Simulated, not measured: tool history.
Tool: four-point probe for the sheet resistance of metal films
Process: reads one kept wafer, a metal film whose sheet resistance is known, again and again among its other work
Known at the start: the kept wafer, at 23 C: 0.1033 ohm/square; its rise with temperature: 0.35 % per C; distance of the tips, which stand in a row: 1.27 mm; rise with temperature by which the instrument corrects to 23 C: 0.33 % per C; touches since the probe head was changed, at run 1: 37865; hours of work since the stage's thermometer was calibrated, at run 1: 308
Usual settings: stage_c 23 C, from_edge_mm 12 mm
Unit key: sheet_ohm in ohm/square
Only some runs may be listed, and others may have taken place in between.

run,hour,stage_c,from_edge_mm,touches since the probe head was changed,hours of work since the stage's thermometer was calibrated,sheet_ohm
1,0,23,12,37865,308,0.104672
2,33.3,23,12,39289,331,0.104714
3,68.7,23,12,40801,355,0.104746
4,97,23,12,42008,374,0.104753
5,117.5,23,67,42885,388,0.104104
6,142.1,23,12,43935,404,0.104775
7,171.6,23,12,45198,424,0.104738
8,202.4,23,12,46512,445,0.104774
9,221.8,23,12,47344,458,0.104748
10,242,23,12,48205,472,0.104798
11,271.1,23,11,49449,492,0.104923
12,298.9,24,11,50638,510,0.104938
13,333.2,24,11,52101,533,0.104945
14,367.2,23,12,53555,556,0.104794
15,391.6,23,12,54599,573,0.104831
16,427.1,23,12,56115,597,0.104856
17,458,23,10,57436,618,0.105125
18,482.6,23,10,58488,634,0.105236
19,512.4,23,10,59759,654,0.105166
20,527.5,23,10,60406,665,0.105171
21,546,23,10,61197,677,0.105195
22,563.3,23,12,61932,689,0.104921
23,597.2,28,5,63382,712,0.107887
24,620.7,33,11,64386,727,0.105157
25,645.5,26,4,65446,744,0.109704
26,670.8,27,11,66526,761,0.105165
27,691.8,33,31,67426,776,0.104558
28,713.8,33,31,68367,790,0.104577
29,737.6,32,9,69383,806,0.10559
30,752.1,19,44,70002,816,0.104374
31,787.6,31,5,71518,840,0.108039
32,805.4,19,8,72280,852,0.105779
33,820.3,34,46,72915,862,0.10465
34,837.3,34,17,73643,874,0.104825
35,859.2,22,7,74576,888,0.106254
36,879.2,22,7,75434,902,0.106256
37,903,21,4,76449,918,0.109782
38,922.8,34,13,77297,931,0.105146
39,938.1,25,20,77947,942,0.104731
40,957.4,32,8,78775,955,0.105989
41,988.9,20,6,80120,976,0.106911
42,1009.9,20,20,81016,990,0.104691

What does the tool deliver on the next run?
43,1040.6,20,20,82331,1011,?

Run 43 measured sheet_ohm 0.104719 ohm/square.
With the hidden condition absent and the run-to-run variation left alone, this run would have shown sheet_ohm 0.103497 ohm/square.
